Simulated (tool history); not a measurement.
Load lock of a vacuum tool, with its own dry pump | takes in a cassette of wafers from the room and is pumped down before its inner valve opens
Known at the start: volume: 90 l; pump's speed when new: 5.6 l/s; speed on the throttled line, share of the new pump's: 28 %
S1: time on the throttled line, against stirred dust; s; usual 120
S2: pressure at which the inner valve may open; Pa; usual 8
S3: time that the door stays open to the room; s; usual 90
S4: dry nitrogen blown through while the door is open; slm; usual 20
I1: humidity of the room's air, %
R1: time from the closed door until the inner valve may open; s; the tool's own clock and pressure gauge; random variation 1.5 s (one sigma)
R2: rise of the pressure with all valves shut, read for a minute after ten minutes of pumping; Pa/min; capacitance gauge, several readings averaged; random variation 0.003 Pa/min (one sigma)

run,hour,S1,S2,S3,S4,I1,R1,R2
1,0.0,120,8,90,20,47.8,257.2,0.120
2,288.7,120,8,90,20,45.9,260.4,0.131
3,919.7,120,8,90,20,47.4,259.8,0.164
4,1322.6,120,8,90,20,41.6,261.3,0.178
5,1790.7,120,8,90,20,42.4,261.8,0.222
6,2230.7,120,8,90,20,47.6,266.6,0.248
7,2541.4,120,8,90,20,48.8,266.7,0.270
8,2915.2,120,8,90,20,46.7,269.1,0.298
9,3283.5,120,8,170,20,46.7,269.9,0.336
# hour 3365.0: door's seal changed, seat wiped
10,3958.9,120,8,170,20,43.1,272.5,0.045
11,4346.5,120,8,170,20,43.6,269.7,0.050
12,4889.6,120,8,90,18,47.0,276.4,0.061
13,5273.1,168,8,90,40,47.4,309.3,0.058
# hour 5609.9: dry pump taken out, an overhauled one fitted
14,5609.9,168,9,175,40,45.5,270.6,0.078
15,5906.0,120,15,90,20,44.4,227.6,0.086

Run 16 comes next. What will it give?
16,6327.6,83,8,35,5,42.9,?,?

{"run 16": {"R1": 211.5, "R2": 0.106}}
Without the tool's hidden state the same run would have given R1 209.3 s, R2 0.020 Pa/min.

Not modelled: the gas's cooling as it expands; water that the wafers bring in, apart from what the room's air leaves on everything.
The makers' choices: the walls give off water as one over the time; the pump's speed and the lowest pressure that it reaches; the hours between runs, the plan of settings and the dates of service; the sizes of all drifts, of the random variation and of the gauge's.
